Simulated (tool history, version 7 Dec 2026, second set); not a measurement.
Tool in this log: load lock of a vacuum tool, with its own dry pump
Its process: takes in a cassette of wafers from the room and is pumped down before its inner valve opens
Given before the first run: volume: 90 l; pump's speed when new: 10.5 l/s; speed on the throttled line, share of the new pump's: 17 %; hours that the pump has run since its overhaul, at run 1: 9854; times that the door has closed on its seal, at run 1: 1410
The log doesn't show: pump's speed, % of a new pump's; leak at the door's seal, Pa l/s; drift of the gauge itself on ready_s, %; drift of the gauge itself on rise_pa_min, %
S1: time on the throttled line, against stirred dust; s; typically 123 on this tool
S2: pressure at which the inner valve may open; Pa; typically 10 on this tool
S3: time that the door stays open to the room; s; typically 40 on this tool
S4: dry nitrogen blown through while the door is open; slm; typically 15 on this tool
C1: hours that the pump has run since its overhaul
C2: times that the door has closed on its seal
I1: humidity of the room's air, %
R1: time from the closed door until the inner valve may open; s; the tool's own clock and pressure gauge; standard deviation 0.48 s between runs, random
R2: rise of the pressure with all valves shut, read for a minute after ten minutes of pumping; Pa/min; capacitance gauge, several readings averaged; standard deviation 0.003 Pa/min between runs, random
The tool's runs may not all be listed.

Run 1, hour 0.0: usual settings; C1 9854; C2 1410; I1 44.2. Result: R1 185.4 s, R2 0.035 Pa/min.
Run 2, hour 68.4: usual settings but S3 211 s; C1 9923; C2 1560; I1 44.5. Result: R1 185.3 s, R2 0.053 Pa/min.
Run 3, hour 151.5: usual settings but S3 211 s; C1 10006; C2 1743; I1 43.4. Result: R1 185.0 s, R2 0.064 Pa/min.
Run 4, hour 194.6: usual settings but S3 211 s; C1 10049; C2 1838; I1 43.3. Result: R1 185.4 s, R2 0.062 Pa/min.
Run 5, hour 276.3: usual settings but S3 211 s; C1 10131; C2 2018; I1 44.3. Result: R1 185.1 s, R2 0.061 Pa/min.
Run 6, hour 315.8: usual settings but S3 38 s; C1 10170; C2 2105; I1 44.8. Result: R1 184.6 s, R2 0.039 Pa/min.
Run 7, hour 380.1: usual settings but S2 19 Pa; C1 10235; C2 2246; I1 46.1. Result: R1 179.6 s, R2 0.036 Pa/min.
Run 8, hour 428.7: usual settings; C1 10283; C2 2353; I1 45.9. Result: R1 185.3 s, R2 0.040 Pa/min.
Run 9, hour 504.3: usual settings but S3 26 s; C1 10359; C2 2520; I1 45.1. Result: R1 185.7 s, R2 0.039 Pa/min.
Run 10, hour 571.3: usual settings; C1 10426; C2 2667; I1 47.7. Result: R1 184.3 s, R2 0.046 Pa/min.
Run 11, hour 622.6: usual settings; C1 10477; C2 2780; I1 42.8. Result: R1 184.9 s, R2 0.037 Pa/min.
Run 12, hour 668.7: usual settings but S1 206 s; C1 10523; C2 2882; I1 43.1. Result: R1 252.4 s, R2 0.043 Pa/min.
Run 13, hour 718.7: usual settings; C1 10573; C2 2992; I1 42.3. Result: R1 185.5 s, R2 0.047 Pa/min.
Run 14, hour 776.7: usual settings but S3 70 s, S4 5 slm; C1 10631; C2 3119; I1 41.0. Result: R1 185.0 s, R2 0.055 Pa/min.
Run 15, hour 850.1: usual settings but S4 39 slm; C1 10705; C2 3281; I1 44.8. Result: R1 185.2 s, R2 0.034 Pa/min.
Run 16, hour 930.3: usual settings but S4 39 slm; C1 10785; C2 3457; I1 45.7. Result: R1 185.0 s, R2 0.037 Pa/min.
Run 17, hour 969.7: usual settings but S1 148 s, S2 11 Pa, S3 51 s, S4 7 slm; C1 10824; C2 3544; I1 44.8. Result: R1 205.2 s, R2 0.051 Pa/min.
Run 18, hour 1020.6: usual settings but S1 148 s, S2 11 Pa, S3 51 s, S4 7 slm; C1 10875; C2 3656; I1 45.2. Result: R1 205.3 s, R2 0.056 Pa/min.
Run 19, hour 1105.0: usual settings but S1 88 s, S3 49 s; C1 10959; C2 3842; I1 45.4. Result: R1 156.5 s, R2 0.050 Pa/min.
Run 20, hour 1194.8: usual settings but S1 88 s, S3 49 s; C1 11049; C2 4040; I1 48.3. Result: R1 157.3 s, R2 0.055 Pa/min.
Run 21, hour 1282.9: usual settings but S1 88 s, S3 49 s; C1 11137; C2 4233; I1 43.6. Result: R1 156.4 s, R2 0.049 Pa/min.
Run 22, hour 1353.7: usual settings but S1 71 s; C1 11208; C2 4389; I1 42.8. Result: R1 143.3 s, R2 0.046 Pa/min.
Run 23, hour 1400.8: usual settings but S1 71 s, S2 18 Pa; C1 11255; C2 4493; I1 46.5. Result: R1 138.4 s, R2 0.054 Pa/min.
Run 24, hour 1489.2: usual settings but S1 87 s, S2 12 Pa, S3 55 s, S4 37 slm; C1 11344; C2 4688; I1 43.7. Result: R1 154.1 s, R2 0.047 Pa/min.
Run 25, hour 1581.6: usual settings but S1 87 s, S2 12 Pa, S3 55 s, S4 37 slm; C1 11436; C2 4891; I1 50.9. Result: R1 154.8 s, R2 0.051 Pa/min.
Run 26, hour 1654.7: usual settings but S4 9 slm; C1 11509; C2 5052; I1 46.1. Result: R1 185.1 s, R2 0.063 Pa/min.

5 ways to go on from here, each from the tool as it stands after run 26. What would each give?
Run A, hour 1742.1: usual settings but S1 212 s, S4 8 slm; C1 11597; C2 5244; I1 48.0. Result: R1 ?, R2 ?.
Run B, hour 1742.1: usual settings but S1 114 s, S4 17 slm; C1 11597; C2 5244; I1 44.4. Result: R1 ?, R2 ?.
Run C, hour 1742.1: usual settings but S2 11 Pa, S3 211 s, S4 17 slm; C1 11597; C2 5244; I1 45.2. Result: R1 ?, R2 ?.
Run D, hour 1742.1: usual settings but S2 7 Pa, S3 63 s; C1 11597; C2 5244; I1 44.8. Result: R1 ?, R2 ?.
Run E, hour 1742.1: usual settings but S2 11 Pa; C1 11597; C2 5244; I1 45.8. Result: R1 ?, R2 ?.

run     R1     R2
  A  257.6  0.069
  B  178.3  0.060
  C  184.4  0.079
  D  189.5  0.057
  E  183.6  0.052
Stripped of hidden state, with their random variation kept, the same runs would have yielded:
run     R1     R2
  A  254.2  0.043
  B  173.8  0.034
  C  180.0  0.053
  D  184.9  0.031
  E  179.2  0.025

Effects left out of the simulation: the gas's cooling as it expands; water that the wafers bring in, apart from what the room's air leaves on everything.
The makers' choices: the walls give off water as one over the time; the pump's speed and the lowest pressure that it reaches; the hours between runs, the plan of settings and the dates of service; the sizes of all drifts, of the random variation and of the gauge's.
